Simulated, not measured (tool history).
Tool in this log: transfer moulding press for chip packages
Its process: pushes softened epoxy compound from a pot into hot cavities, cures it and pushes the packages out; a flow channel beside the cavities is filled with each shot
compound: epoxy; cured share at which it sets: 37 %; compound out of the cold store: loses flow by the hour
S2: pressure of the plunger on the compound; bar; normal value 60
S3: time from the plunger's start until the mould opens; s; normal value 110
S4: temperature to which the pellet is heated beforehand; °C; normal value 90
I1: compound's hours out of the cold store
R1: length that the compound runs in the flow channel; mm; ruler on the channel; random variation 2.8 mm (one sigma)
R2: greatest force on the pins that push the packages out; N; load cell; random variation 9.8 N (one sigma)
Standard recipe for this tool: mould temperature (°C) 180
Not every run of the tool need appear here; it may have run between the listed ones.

run 1 hour=0 | mould_temperature_(°C)=180 S2=60 S3=110 S4=90 | I1=33.2 | R1=581 R2=450
run 2 hour=47.9 | mould_temperature_(°C)=180 S2=60 S3=110 S4=90 | I1=19.3 | R1=607 R2=463
run 3 hour=109.2 | mould_temperature_(°C)=181 S2=60 S3=110 S4=90 | I1=25.6 | R1=594 R2=427
-- hour=136.8 cavities cleaned with cleaning compound and waxed
run 4 hour=152.5 | mould_temperature_(°C)=181 S2=60 S3=110 S4=90 | I1=40.5 | R1=568 R2=417
-- hour=187.1 plunger's sealing rings changed
run 5 hour=198.4 | mould_temperature_(°C)=181 S2=60 S3=110 S4=90 | I1=22.7 | R1=601 R2=446
run 6 hour=258 | mould_temperature_(°C)=181 S2=60 S3=110 S4=90 | I1=27.2 | R1=591 R2=453
-- hour=278.3 cavities cleaned with cleaning compound and waxed
run 7 hour=335.3 | mould_temperature_(°C)=180 S2=60 S3=110 S4=90 | I1=37.2 | R1=577 R2=447
-- hour=416 cavities cleaned with cleaning compound and waxed
run 8 hour=416 | mould_temperature_(°C)=180 S2=60 S3=110 S4=90 | I1=14.5 | R1=609 R2=478
-- hour=424.6 mould's thermocouples calibrated
run 9 hour=479.5 | mould_temperature_(°C)=180 S2=72.9 S3=110 S4=90 | I1=43.8 | R1=631 R2=450
-- hour=532.6 plunger's sealing rings changed
-- hour=555.3 cavities cleaned with cleaning compound and waxed
run 10 hour=569.4 | mould_temperature_(°C)=180 S2=72.9 S3=110 S4=90 | I1=24.1 | R1=656 R2=448
run 11 hour=615.3 | mould_temperature_(°C)=180 S2=72.9 S3=110 S4=90 | I1=27.2 | R1=651 R2=482
run 12 hour=656 | mould_temperature_(°C)=178 S2=68.9 S3=110 S4=90 | I1=13.6 | R1=670 R2=556
-- hour=691.9 cavities cleaned with cleaning compound and waxed
run 13 hour=720.2 | mould_temperature_(°C)=180 S2=60 S3=101 S4=93 | I1=18.6 | R1=611 R2=585
run 14 hour=792.5 | mould_temperature_(°C)=180 S2=60 S3=101 S4=86 | I1=14.5 | R1=613 R2=609

Here are 5 independent what-if runs from the current tool condition. What would each one return?
-- hour=825.7 cavities cleaned with cleaning compound and waxed
run A hour=862.1 | mould_temperature_(°C)=180 S2=62.3 S3=105 S4=94 | I1=24 | R1=? R2=?
-- hour=825.7 cavities cleaned with cleaning compound and waxed
run B hour=862.1 | mould_temperature_(°C)=174 S2=60 S3=97 S4=90 | I1=26.7 | R1=? R2=?
-- hour=825.7 cavities cleaned with cleaning compound and waxed
run C hour=862.1 | mould_temperature_(°C)=177 S2=60 S3=147 S4=80 | I1=43 | R1=? R2=?
-- hour=825.7 cavities cleaned with cleaning compound and waxed
run D hour=862.1 | mould_temperature_(°C)=182 S2=62.9 S3=101 S4=89 | I1=8.3 | R1=? R2=?
-- hour=825.7 cavities cleaned with cleaning compound and waxed
run E hour=862.1 | mould_temperature_(°C)=187 S2=67.1 S3=101 S4=83 | I1=34.4 | R1=? R2=?

run=A R1=612 R2=507
run=B R1=613 R2=996
run=C R1=584 R2=343
run=D R1=630 R2=507
run=E R1=590 R2=369
Take away the tool's hidden state, keep each run's random variation, and the runs would have read:
run=A R1=612 R2=505
run=B R1=613 R2=992
run=C R1=584 R2=342
run=D R1=630 R2=505
run=E R1=590 R2=367

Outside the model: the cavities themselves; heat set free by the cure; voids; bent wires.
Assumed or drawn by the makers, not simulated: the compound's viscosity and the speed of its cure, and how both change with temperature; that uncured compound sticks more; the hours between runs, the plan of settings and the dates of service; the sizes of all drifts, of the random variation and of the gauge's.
